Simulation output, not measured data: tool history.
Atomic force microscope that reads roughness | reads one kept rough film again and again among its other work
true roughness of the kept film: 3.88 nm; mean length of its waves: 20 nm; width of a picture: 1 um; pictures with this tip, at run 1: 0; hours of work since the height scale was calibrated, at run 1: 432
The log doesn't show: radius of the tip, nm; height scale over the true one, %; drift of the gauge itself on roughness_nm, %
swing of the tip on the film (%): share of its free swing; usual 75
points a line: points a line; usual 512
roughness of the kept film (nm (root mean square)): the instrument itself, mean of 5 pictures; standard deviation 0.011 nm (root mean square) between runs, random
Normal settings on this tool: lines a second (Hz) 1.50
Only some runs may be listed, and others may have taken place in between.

run   hour  lines a second (Hz)  swing of the tip on the film (%)  points a line  pictures with this tip  hours of work since the height scale was calibrated  roughness of the kept film (nm (root mean square))
  1    0.0                 1.50                                75            512                       0                                                  432                                               2.369
  2   21.2                 1.50                                75            512                      34                                                  446                                               2.213
  3   46.9                 0.50                                75            512                      74                                                  464                                               2.179
  4   70.7                 0.50                                75            512                     111                                                  480                                               2.013
  5  115.5                 1.50                                75            512                     182                                                  511                                               1.644
     126.1  -- new tip fitted
  6  135.4                 1.68                                75            512                      14                                                  524                                               2.355
  7  166.5                 1.68                                75            512                      63                                                  545                                               2.089
     171.4  -- height scale calibrated on a step standard
  8  215.7                 1.50                                75            613                     139                                                   30                                               1.828
     250.2  -- height scale calibrated on a step standard, once more
     254.8  -- new tip fitted
  9  259.8                 1.50                                75            512                       8                                                    6                                               2.337
 10  288.2                 1.50                                75            512                      53                                                   26                                               2.133
 11  309.1                 1.50                                75            512                      86                                                   40                                               1.983
 12  334.5                 1.50                                75            512                     126                                                   57                                               1.850
 13  362.8                 1.50                                75            512                     170                                                   77                                               1.710
     378.5  -- new tip fitted
 14  400.9                 1.50                                66            415                      35                                                  103                                               2.309
 15  449.3                 1.13                                62            497                     111                                                  136                                               2.043
 16  490.0                 3.75                                75            419                     175                                                  164                                               1.405
     501.6  -- new tip fitted
 17  536.5                 0.64                                66            927                      55                                                  195                                               2.369

Branching from run 17: 3 alternative next runs. What would each branch give?
  A  557.9                 0.64                                60            460                      88                                                  210                                                   ?
  B  557.9                 1.91                                85            512                      88                                                  210                                                   ?
  C  557.9                 0.64                                61            559                      88                                                  210                                                   ?

run  roughness of the kept film (nm (root mean square))
  A                                               2.206
  B                                               1.776
  C                                               2.218
Without the tool's hidden state the same runs would have given:
run  roughness of the kept film (nm (root mean square))
  A                                               2.706
  B                                               2.177
  C                                               2.721
